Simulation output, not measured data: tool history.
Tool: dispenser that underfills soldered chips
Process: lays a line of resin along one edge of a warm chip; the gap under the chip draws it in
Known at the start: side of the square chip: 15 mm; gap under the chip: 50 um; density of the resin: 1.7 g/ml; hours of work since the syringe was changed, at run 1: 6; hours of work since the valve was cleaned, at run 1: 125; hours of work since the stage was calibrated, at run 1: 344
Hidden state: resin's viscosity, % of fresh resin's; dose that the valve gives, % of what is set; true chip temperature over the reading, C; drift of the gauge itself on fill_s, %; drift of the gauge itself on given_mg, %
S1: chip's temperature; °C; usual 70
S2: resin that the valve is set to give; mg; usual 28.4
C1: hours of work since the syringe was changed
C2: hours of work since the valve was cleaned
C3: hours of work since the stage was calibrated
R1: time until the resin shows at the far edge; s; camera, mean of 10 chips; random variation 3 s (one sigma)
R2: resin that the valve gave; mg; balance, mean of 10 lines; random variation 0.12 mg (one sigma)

Run 1, hour 0.0: usual settings; C1 6; C2 125; C3 344. Result: R1 449.1 s, R2 25.66 mg.
At hour 5.1: dispensing valve cleaned and set on the balance.
At hour 6.3: new syringe of resin.
Run 2, hour 6.6: usual settings but S1 79 °C; C1 0; C2 1; C3 348. Result: R1 234.7 s, R2 28.29 mg.
Run 3, hour 14.8: usual settings but S1 79 °C; C1 6; C2 7; C3 354. Result: R1 331.2 s, R2 28.30 mg.
At hour 19.6: new syringe of resin.
Run 4, hour 20.0: usual settings but S1 79 °C; C1 0; C2 10; C3 358. Result: R1 238.6 s, R2 28.08 mg.
Run 5, hour 24.9: usual settings but S1 79 °C; C1 4; C2 14; C3 361. Result: R1 289.1 s, R2 27.99 mg.
At hour 32.9: new syringe of resin.
Run 6, hour 34.3: usual settings but S1 79 °C; C1 1; C2 20; C3 368. Result: R1 250.3 s, R2 27.86 mg.
Run 7, hour 44.9: usual settings but S1 79 °C; C1 9; C2 28; C3 375. Result: R1 395.7 s, R2 27.92 mg.
At hour 45.7: new syringe of resin.
Run 8, hour 54.7: usual settings but S2 24.5 mg; C1 6; C2 35; C3 382. Result: R1 484.8 s, R2 23.99 mg.
At hour 58.6: new syringe of resin.
Run 9, hour 66.3: usual settings but S2 24.5 mg; C1 6; C2 43; C3 390. Result: R1 460.1 s, R2 23.69 mg.
At hour 71.3: new syringe of resin.
Run 10, hour 71.7: usual settings but S2 24.5 mg; C1 0; C2 47; C3 394. Result: R1 342.6 s, R2 23.58 mg.
Run 11, hour 83.5: usual settings but S2 34.6 mg; C1 9; C2 55; C3 402. Result: R1 521.9 s, R2 33.62 mg.
At hour 84.5: new syringe of resin.
Run 12, hour 94.9: usual settings but S2 34.6 mg; C1 7; C2 63; C3 410. Result: R1 495.3 s, R2 32.94 mg.
At hour 97.7: new syringe of resin.
Run 13, hour 104.9: usual settings; C1 5; C2 70; C3 417. Result: R1 434.7 s, R2 26.94 mg.
At hour 110.7: new syringe of resin.
Run 14, hour 115.5: usual settings but S2 31.1 mg; C1 3; C2 78; C3 425. Result: R1 384.7 s, R2 29.27 mg.
At hour 124.1: new syringe of resin.
Run 15, hour 126.7: usual settings but S2 31.1 mg; C1 2; C2 85; C3 433. Result: R1 356.2 s, R2 29.20 mg.
Run 16, hour 134.1: usual settings but S1 69 °C; C1 7; C2 91; C3 438. Result: R1 512.5 s, R2 26.49 mg.
At hour 136.7: new syringe of resin.
Run 17, hour 144.5: usual settings but S1 76 °C, S2 24.3 mg; C1 6; C2 98; C3 445. Result: R1 381.0 s, R2 22.45 mg.
At hour 149.7: new syringe of resin.
Run 18, hour 153.7: usual settings but S1 81 °C, S2 26.4 mg; C1 3; C2 104; C3 452. Result: R1 267.1 s, R2 24.42 mg.
At hour 162.7: new syringe of resin.
Run 19, hour 163.8: usual settings but S2 30.9 mg; C1 1; C2 111; C3 459. Result: R1 344.3 s, R2 28.26 mg.
Run 20, hour 174.4: usual settings but S1 59 °C, S2 24.9 mg; C1 8; C2 119; C3 466. Result: R1 869.6 s, R2 22.64 mg.
At hour 176.2: new syringe of resin.
Run 21, hour 186.0: usual settings but S1 57 °C, S2 28.8 mg; C1 7; C2 127; C3 475. Result: R1 817.1 s, R2 26.11 mg.
At hour 188.1: dispensing valve cleaned and set on the balance.
At hour 190.3: new syringe of resin.
Run 22, hour 198.2: usual settings but S1 75 °C, S2 24.4 mg; C1 6; C2 7; C3 482. Result: R1 394.2 s, R2 24.20 mg.
At hour 203.4: new syringe of resin.
Run 23, hour 205.4: usual settings but S1 75 °C, S2 24.4 mg; C1 1; C2 12; C3 487. Result: R1 305.9 s, R2 24.16 mg.
Run 24, hour 213.1: usual settings but S1 80 °C, S2 24.7 mg; C1 7; C2 18; C3 493. Result: R1 349.6 s, R2 24.14 mg.
At hour 216.7: new syringe of resin.
Run 25, hour 224.4: usual settings but S1 80 °C, S2 24.7 mg; C1 6; C2 25; C3 501. Result: R1 325.1 s, R2 24.22 mg.
At hour 229.8: new syringe of resin.
Run 26, hour 236.1: usual settings but S1 76 °C, S2 36.1 mg; C1 5; C2 34; C3 509. Result: R1 337.2 s, R2 34.93 mg.
At hour 242.8: new syringe of resin.
Run 27, hour 244.9: usual settings but S1 76 °C, S2 36.1 mg; C1 1; C2 40; C3 515. Result: R1 277.4 s, R2 34.80 mg.
Run 28, hour 250.9: usual settings but S1 76 °C, S2 36.1 mg; C1 6; C2 44; C3 519. Result: R1 354.4 s, R2 34.82 mg.
At hour 255.9: new syringe of resin.
Run 29, hour 263.1: usual settings but S1 67 °C, S2 30.2 mg; C1 5; C2 53; C3 528. Result: R1 488.2 s, R2 29.07 mg.
At hour 268.6: new syringe of resin.
Run 30, hour 272.8: usual settings but S1 67 °C, S2 30.2 mg; C1 3; C2 59; C3 535. Result: R1 420.1 s, R2 28.73 mg.
Run 31, hour 278.8: usual settings but S1 67 °C, S2 30.2 mg; C1 7; C2 64; C3 539. Result: R1 549.2 s, R2 28.53 mg.

5 ways to go on from here, each from the tool as it stands after run 31. What would each give?
At hour 281.7: new syringe of resin.
Run A, hour 288.3: usual settings but S2 28.2 mg; C1 5; C2 70; C3 546. Result: R1 ?, R2 ?.
At hour 281.7: new syringe of resin.
Run B, hour 288.3: usual settings but S1 62 °C, S2 29.4 mg; C1 5; C2 70; C3 546. Result: R1 ?, R2 ?.
At hour 281.7: new syringe of resin.
Run C, hour 288.3: usual settings but S1 63 °C, S2 26.3 mg; C1 5; C2 70; C3 546. Result: R1 ?, R2 ?.
At hour 281.7: new syringe of resin.
Run D, hour 288.3: usual settings but S1 82 °C, S2 34.7 mg; C1 5; C2 70; C3 546. Result: R1 ?, R2 ?.
At hour 281.7: new syringe of resin.
Run E, hour 288.3: usual settings but S1 82 °C, S2 36.3 mg; C1 5; C2 70; C3 546. Result: R1 ?, R2 ?.

run     R1     R2
  A  428.4  26.92
  B  581.8  27.76
  C  567.3  24.81
  D  274.7  32.68
  E  273.0  34.32
Without the tool's hidden state the same runs would have given:
run     R1     R2
  A  300.1  28.48
  B  406.6  29.37
  C  394.4  26.25
  D  194.9  34.58
  E  194.0  36.31
